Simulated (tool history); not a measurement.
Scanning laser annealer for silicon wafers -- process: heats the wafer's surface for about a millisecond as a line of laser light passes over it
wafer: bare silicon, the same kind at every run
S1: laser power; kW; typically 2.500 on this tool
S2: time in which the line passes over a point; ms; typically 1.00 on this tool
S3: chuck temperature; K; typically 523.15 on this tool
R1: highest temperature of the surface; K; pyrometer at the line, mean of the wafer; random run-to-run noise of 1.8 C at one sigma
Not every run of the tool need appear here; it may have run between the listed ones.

Run 1, hour 0.0: usual settings. Result: R1 1310.15 K.
Run 2, hour 15.4: usual settings. Result: R1 1313.15 K.
Run 3, hour 39.0: usual settings but S2 0.98 ms. Result: R1 1301.15 K.
Run 4, hour 61.8: usual settings. Result: R1 1305.15 K.
Run 5, hour 81.7: usual settings. Result: R1 1306.15 K.
Run 6, hour 107.4: usual settings. Result: R1 1306.15 K.
Run 7, hour 121.3: usual settings. Result: R1 1299.15 K.
Run 8, hour 144.2: usual settings but S1 2.621 kW. Result: R1 1345.15 K.
Run 9, hour 169.8: usual settings but S1 2.621 kW, S2 0.72 ms. Result: R1 1195.15 K.
Run 10, hour 181.3: usual settings but S1 2.621 kW, S2 0.72 ms. Result: R1 1194.15 K.
Run 11, hour 203.8: usual settings but S1 2.734 kW. Result: R1 1379.15 K.
Run 12, hour 216.3: usual settings but S1 2.734 kW. Result: R1 1378.15 K.
Run 13, hour 244.8: usual settings but S1 2.734 kW. Result: R1 1376.15 K.
Run 14, hour 256.9: usual settings but S1 2.734 kW, S3 525.15 K. Result: R1 1375.15 K.
At hour 261.1: window over the wafer cleaned.
Run 15, hour 274.4: usual settings. Result: R1 1258.15 K.
Run 16, hour 292.3: usual settings. Result: R1 1256.15 K.
Run 17, hour 316.3: usual settings but S2 0.74 ms. Result: R1 1135.15 K.
At hour 337.0: window over the wafer cleaned, once more.
Run 18, hour 337.0: usual settings but S2 0.74 ms. Result: R1 1202.15 K.
Run 19, hour 355.1: usual settings but S1 2.706 kW. Result: R1 1405.15 K.
Run 20, hour 379.1: usual settings but S1 2.164 kW, S3 485.15 K. Result: R1 1164.15 K.
Run 21, hour 407.4: usual settings but S1 2.426 kW, S2 1.08 ms, S3 517.15 K. Result: R1 1327.15 K.
Run 22, hour 423.2: usual settings but S1 2.620 kW, S2 1.08 ms, S3 530.15 K. Result: R1 1413.15 K.
Run 23, hour 443.6: usual settings but S1 2.276 kW, S2 0.80 ms, S3 500.15 K. Result: R1 1125.15 K.
Run 24, hour 461.1: usual settings but S1 2.516 kW, S2 0.95 ms, S3 558.15 K. Result: R1 1338.15 K.
Run 25, hour 481.2: usual settings but S1 2.516 kW, S2 0.95 ms, S3 558.15 K. Result: R1 1337.15 K.
Run 26, hour 500.6: usual settings but S1 2.646 kW. Result: R1 1368.15 K.
Run 27, hour 513.5: usual settings but S2 0.79 ms. Result: R1 1214.15 K.
Run 28, hour 541.7: usual settings but S1 2.389 kW, S2 1.18 ms. Result: R1 1346.15 K.
Run 29, hour 562.7: usual settings but S1 2.386 kW, S2 0.76 ms, S3 524.15 K. Result: R1 1158.15 K.
Run 30, hour 575.3: usual settings but S1 2.661 kW, S2 0.94 ms. Result: R1 1343.15 K.
Run 31, hour 589.6: usual settings but S1 2.528 kW, S2 1.06 ms, S3 522.15 K. Result: R1 1346.15 K.
Run 32, hour 603.4: usual settings but S1 2.435 kW, S3 517.15 K. Result: R1 1277.15 K.
Run 33, hour 619.7: usual settings but S2 0.81 ms, S3 496.15 K. Result: R1 1186.15 K.
Run 34, hour 633.8: usual settings but S2 0.81 ms, S3 496.15 K. Result: R1 1183.15 K.
Run 35, hour 649.8: usual settings but S1 2.341 kW, S3 512.15 K. Result: R1 1232.15 K.
Run 36, hour 671.5: usual settings but S1 2.341 kW, S3 512.15 K. Result: R1 1233.15 K.

Predict each of these 4 candidate next runs independently; none follows another, all start after run 36:
Run A, hour 687.7: usual settings but S1 2.304 kW, S2 1.01 ms, S3 512.15 K. Result: R1 ?.
Run B, hour 687.7: usual settings but S1 2.458 kW, S3 522.15 K. Result: R1 ?.
Run C, hour 687.7: usual settings but S1 2.168 kW, S2 1.20 ms, S3 503.15 K. Result: R1 ?.
Run D, hour 687.7: usual settings but S1 2.573 kW, S2 1.21 ms, S3 516.15 K. Result: R1 ?.

run       R1
  A  1219.15
  B  1284.15
  C  1233.15
  D  1414.15
Had the tool no hidden state, the same runs would have come out as:
run       R1
  A  1259.15
  B  1326.15
  C  1274.15
  D  1464.15

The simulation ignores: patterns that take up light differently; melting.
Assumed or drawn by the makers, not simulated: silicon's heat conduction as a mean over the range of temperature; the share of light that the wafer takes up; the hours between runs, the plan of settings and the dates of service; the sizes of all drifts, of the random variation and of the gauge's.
